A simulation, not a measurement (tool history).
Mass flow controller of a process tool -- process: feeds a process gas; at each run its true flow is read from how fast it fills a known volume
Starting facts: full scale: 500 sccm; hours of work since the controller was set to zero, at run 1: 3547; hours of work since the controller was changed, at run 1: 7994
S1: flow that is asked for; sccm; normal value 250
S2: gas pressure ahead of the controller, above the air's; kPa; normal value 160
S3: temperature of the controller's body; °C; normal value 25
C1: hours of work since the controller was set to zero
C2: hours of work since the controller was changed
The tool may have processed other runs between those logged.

run 1 hour=0 | S1=250 S2=160 S3=25 | C1=3547 C2=7994 | true_flow_(%)=98.5
run 2 hour=287.3 | S1=250 S2=160 S3=25 | C1=3745 C2=8192 | true_flow_(%)=98.6
run 3 hour=568.1 | S1=250 S2=160 S3=25 | C1=3937 C2=8385 | true_flow_(%)=98.79
run 4 hour=783.4 | S1=474 S2=160 S3=25 | C1=4085 C2=8533 | true_flow_(%)=99.79
-- hour=960.1 controller's zero set anew
run 5 hour=1046.3 | S1=250 S2=160 S3=39 | C1=59 C2=8713 | true_flow_(%)=99.95
run 6 hour=1212 | S1=250 S2=160 S3=39 | C1=173 C2=8827 | true_flow_(%)=99.96
run 7 hour=1467.5 | S1=250 S2=160 S3=39 | C1=349 C2=9002 | true_flow_(%)=100.02
run 8 hour=1604.3 | S1=250 S2=160 S3=33 | C1=442 C2=9096 | true_flow_(%)=99.55
run 9 hour=1810.4 | S1=210 S2=160 S3=25 | C1=584 C2=9238 | true_flow_(%)=98.71
run 10 hour=1979.3 | S1=210 S2=160 S3=25 | C1=700 C2=9354 | true_flow_(%)=98.73
run 11 hour=2207.2 | S1=250 S2=160 S3=25 | C1=857 C2=9510 | true_flow_(%)=98.92
run 12 hour=2509 | S1=250 S2=160 S3=25 | C1=1064 C2=9718 | true_flow_(%)=99.07
run 13 hour=2696.7 | S1=250 S2=160 S3=25 | C1=1193 C2=9847 | true_flow_(%)=99.14
run 14 hour=2989.9 | S1=250 S2=160 S3=25 | C1=1394 C2=10048 | true_flow_(%)=99.24
run 15 hour=3194.7 | S1=250 S2=160 S3=25 | C1=1535 C2=10189 | true_flow_(%)=99.02
run 16 hour=3338 | S1=250 S2=237 S3=25 | C1=1634 C2=10287 | true_flow_(%)=99.53
run 17 hour=3492.1 | S1=250 S2=237 S3=25 | C1=1739 C2=10393 | true_flow_(%)=99.45
run 18 hour=3620.5 | S1=250 S2=261 S3=39 | C1=1828 C2=10481 | true_flow_(%)=100.71
run 19 hour=3793.5 | S1=50 S2=277 S3=32 | C1=1946 C2=10600 | true_flow_(%)=99.22
run 20 hour=4023 | S1=124 S2=166 S3=31 | C1=2104 C2=10758 | true_flow_(%)=99.24
run 21 hour=4200 | S1=337 S2=155 S3=34 | C1=2226 C2=10879 | true_flow_(%)=100.47
run 22 hour=4462.1 | S1=117 S2=168 S3=34 | C1=2406 C2=11059 | true_flow_(%)=99.58
run 23 hour=4647.2 | S1=158 S2=168 S3=40 | C1=2533 C2=11187 | true_flow_(%)=100.25
run 24 hour=4829.2 | S1=220 S2=184 S3=38 | C1=2658 C2=11312 | true_flow_(%)=100.31
run 25 hour=5002 | S1=220 S2=184 S3=38 | C1=2777 C2=11430 | true_flow_(%)=100.64
run 26 hour=5298.4 | S1=220 S2=145 S3=35 | C1=2980 C2=11634 | true_flow_(%)=100.15
-- hour=5359.6 gauge calibrated
-- hour=5429.9 controller exchanged for a calibrated one
run 27 hour=5480 | S1=224 S2=278 S3=30 | C1=34 C2=34 | true_flow_(%)=99.27
run 28 hour=5651.2 | S1=224 S2=207 S3=30 | C1=152 C2=152 | true_flow_(%)=99.12
run 29 hour=5829.6 | S1=224 S2=207 S3=30 | C1=275 C2=275 | true_flow_(%)=98.93
run 30 hour=6106.1 | S1=131 S2=143 S3=25 | C1=465 C2=465 | true_flow_(%)=98.07
run 31 hour=6308.1 | S1=250 S2=167 S3=38 | C1=603 C2=603 | true_flow_(%)=99.89
run 32 hour=6615.7 | S1=158 S2=154 S3=30 | C1=815 C2=815 | true_flow_(%)=98.79
run 33 hour=6862.7 | S1=70 S2=160 S3=31 | C1=984 C2=984 | true_flow_(%)=98.46

Pick out some run-to-run changes in true flow (%). Of each, how much would a tool without hidden state show as well, from the settings, what came in and chance, and how much is left for the hidden state and any gauge scatter not in both results compared?
Hidden conditions of the tool in this case: flow at rest that the sensor doesn't see, % of full scale; true flow over the shown one, %; drift of the gauge itself on true_pct, %.
Run 1 -> 2: settings left as they were, no log entry in between. true flow (%) +0.1: hidden state +0.06, all else +0.04.
Run 11 -> 12: settings left as they were, no log entry in between. true flow (%) +0.15: hidden state +0.06, all else +0.09.
Run 17 -> 18: S2 237 -> 261, S3 25 -> 39. true flow (%) +1.26: hidden state +0.04, all else +1.22.
Run 18 -> 19: S1 250 -> 50, S2 261 -> 277, S3 39 -> 32. true flow (%) -1.49: hidden state +0.03, all else -1.52.
Run 26 -> 27: S1 220 -> 224, S2 145 -> 278, S3 35 -> 30, gauge calibrated, controller exchanged for a calibrated one. true flow (%) -0.88: hidden state -0.99, all else +0.11.
Run 30 -> 31: S1 131 -> 250, S2 143 -> 167, S3 25 -> 38. true flow (%) +1.82: hidden state +0.04, all else +1.78.
